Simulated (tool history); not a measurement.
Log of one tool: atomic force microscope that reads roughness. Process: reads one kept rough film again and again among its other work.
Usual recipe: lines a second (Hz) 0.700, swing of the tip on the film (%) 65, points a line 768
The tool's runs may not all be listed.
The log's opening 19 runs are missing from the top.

run     day  lines a second (Hz)  swing of the tip on the film (%)  points a line  roughness of the kept film (nm (root mean square))
 20  35.671                0.502                                59            290                                               3.360
     37.088  -- new tip fitted
 21  38.192                1.725                                70            530                                               3.190
 22  40.342                1.725                                70            530                                               3.167
 23  42.650                1.725                                70            530                                               3.200
     43.071  -- new tip fitted
 24  44.204                2.861                                75            291                                               2.835
 25  46.733                2.861                                75            291                                               2.828
 26  48.725                2.861                                75            291                                               2.813
     49.033  -- new tip fitted
 27  51.333                2.321                                55            617                                               3.324
 28  54.038                2.321                                55            617                                               3.341
     55.029  -- new tip fitted
 29  56.150                1.880                                64            768                                               3.273
 30  58.304                0.989                                63            768                                               3.387
 31  59.546                0.989                                63            768                                               3.376
     61.158  -- new tip fitted
 32  62.188                0.989                                63            768                                               3.389

Each row is a separate what-if for the run after 32, all from the same tool condition, not one after another. Results?
  A  64.796                0.989                                63            309                                                   ?
  B  64.796                0.533                                68            768                                                   ?
  C  64.796                2.530                                81            768                                                   ?
  D  64.796                0.967                                63            798                                                   ?

run  roughness of the kept film (nm (root mean square))
  A                                               3.293
  B                                               3.397
  C                                               2.791
  D                                               3.403
Without the tool's unlogged condition, the same runs would have read:
run  roughness of the kept film (nm (root mean square))
  A                                               3.303
  B                                               3.407
  C                                               2.800
  D                                               3.414

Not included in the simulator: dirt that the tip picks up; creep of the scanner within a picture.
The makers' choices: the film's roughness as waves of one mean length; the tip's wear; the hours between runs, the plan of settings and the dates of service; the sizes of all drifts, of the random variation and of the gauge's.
